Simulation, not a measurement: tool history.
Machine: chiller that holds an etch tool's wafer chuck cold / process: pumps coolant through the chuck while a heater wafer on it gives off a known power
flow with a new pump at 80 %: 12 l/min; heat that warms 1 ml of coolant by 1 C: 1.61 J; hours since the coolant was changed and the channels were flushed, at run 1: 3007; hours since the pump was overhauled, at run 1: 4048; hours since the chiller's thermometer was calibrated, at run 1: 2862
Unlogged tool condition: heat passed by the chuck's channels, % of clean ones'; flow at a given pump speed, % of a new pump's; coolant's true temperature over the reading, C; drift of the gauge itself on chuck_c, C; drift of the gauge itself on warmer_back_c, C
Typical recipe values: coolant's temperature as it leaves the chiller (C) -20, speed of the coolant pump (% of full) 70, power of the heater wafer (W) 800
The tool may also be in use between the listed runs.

run    hour  coolant's temperature as it leaves the chiller (C)  speed of the coolant pump (% of full)  power of the heater wafer (W)  hours since the coolant was changed and the channels were flushed  hours since the pump was overhauled  hours since the chiller's thermometer was calibrated  chuck's temperature once it has settled (C)  how much warmer the coolant comes back (C)
  1     0.0                                                 -20                                     70                            800                                                               3007                                 4048                                                  2862                                       -14.12                                        2.88
  2   110.7                                                 -21                                     70                            800                                                               3118                                 4158                                                  2973                                       -15.08                                        2.83
  3   201.7                                                 -21                                     70                            800                                                               3209                                 4249                                                  3064                                       -14.97                                        2.87
  4   329.1                                                 -21                                     70                            800                                                               3336                                 4377                                                  3191                                       -15.15                                        2.84
  5   433.3                                                 -21                                     70                            800                                                               3441                                 4481                                                  3296                                       -15.22                                        2.85
      444.3  -- chiller's thermometer calibrated
  6   542.9                                                 -20                                     77                            800                                                               3549                                 4589                                                    99                                       -14.43                                        2.61
  7   624.8                                                 -20                                     70                            800                                                               3631                                 4671                                                   180                                       -14.25                                        2.87
  8   725.8                                                 -10                                     70                            800                                                               3732                                 4772                                                   281                                        -4.02                                        2.89
  9   815.6                                                 -10                                     70                            800                                                               3822                                 4862                                                   371                                        -4.08                                        2.84
 10   943.6                                                 -10                                     70                            800                                                               3950                                 4990                                                   499                                        -4.18                                        2.88
 11  1058.0                                                 -20                                     70                            800                                                               4064                                 5105                                                   614                                       -14.20                                        2.89
 12  1178.9                                                 -20                                     70                            800                                                               4185                                 5225                                                   735                                       -14.19                                        2.83
 13  1238.4                                                 -20                                     70                            800                                                               4245                                 5285                                                   794                                       -14.07                                        2.89
 14  1371.9                                                 -20                                     70                            800                                                               4378                                 5418                                                   928                                       -14.03                                        2.87
 15  1474.4                                                 -20                                     70                            800                                                               4481                                 5521                                                  1030                                       -14.16                                        2.88
 16  1535.3                                                 -20                                     96                            800                                                               4542                                 5582                                                  1091                                       -15.29                                        2.02
 17  1615.0                                                 -20                                     96                            800                                                               4621                                 5662                                                  1171                                       -15.34                                        2.09
 18  1728.5                                                 -10                                     65                            985                                                               4735                                 5775                                                  1284                                        -2.39                                        3.81
 19  1801.8                                                 -10                                     73                            959                                                               4808                                 5848                                                  1357                                        -3.27                                        3.28
     1868.9  -- coolant changed, channels flushed
 20  1883.6                                                 -10                                     73                            959                                                                 15                                 5924                                                  1433                                        -3.18                                        3.28
 21  1986.8                                                 -10                                     73                            959                                                                118                                 6027                                                  1536                                        -3.13                                        3.31
 22  2067.4                                                 -20                                     72                            503                                                                198                                 6108                                                  1617                                       -16.39                                        1.71
 23  2167.4                                                 -18                                     63                            800                                                                298                                 6208                                                  1717                                       -11.58                                        3.19
 24  2231.6                                                 -18                                     63                            800                                                                363                                 6272                                                  1781                                       -11.61                                        3.23
 25  2301.9                                                 -13                                     68                            418                                                                433                                 6342                                                  1852                                       -10.01                                        1.54
 26  2358.9                                                 -13                                     68                            418                                                                490                                 6400                                                  1909                                        -9.80                                        1.52
 27  2443.0                                                 -13                                     68                            418                                                                574                                 6484                                                  1993                                        -9.95                                        1.55
 28  2557.2                                                 -13                                     72                            418                                                                688                                 6598                                                  2107                                        -9.96                                        1.44
 29  2678.6                                                 -20                                     90                           1019                                                                810                                 6719                                                  2228                                       -13.78                                        2.83
 30  2780.6                                                 -24                                     82                            862                                                                912                                 6821                                                  2330                                       -18.33                                        2.61
 31  2878.1                                                 -28                                     73                            693                                                               1009                                 6919                                                  2428                                       -22.94                                        2.36
 32  2940.4                                                 -28                                     61                            855                                                               1072                                 6981                                                  2490                                       -20.97                                        3.52
 33  3044.9                                                 -20                                     96                            800                                                               1176                                 7085                                                  2595                                       -15.37                                        2.03

Here are 3 independent what-if runs from the current tool condition. What would each one return?
  A  3180.2                                                 -29                                     81                           1071                                                               1311                                 7221                                                  2730                                            ?                                           ?
  B  3180.2                                                 -19                                     70                            666                                                               1311                                 7221                                                  2730                                            ?                                           ?
  C  3180.2                                                 -20                                     82                           1083                                                               1311                                 7221                                                  2730                                            ?                                           ?

run  chuck's temperature once it has settled (C)  how much warmer the coolant comes back (C)
  A                                       -22.02                                        3.30
  B                                       -14.15                                        2.39
  C                                       -12.85                                        3.26
Had the tool no hidden state, the same runs would have come out as:
run  chuck's temperature once it has settled (C)  how much warmer the coolant comes back (C)
  A                                       -22.05                                        3.29
  B                                       -14.17                                        2.38
  C                                       -12.88                                        3.25

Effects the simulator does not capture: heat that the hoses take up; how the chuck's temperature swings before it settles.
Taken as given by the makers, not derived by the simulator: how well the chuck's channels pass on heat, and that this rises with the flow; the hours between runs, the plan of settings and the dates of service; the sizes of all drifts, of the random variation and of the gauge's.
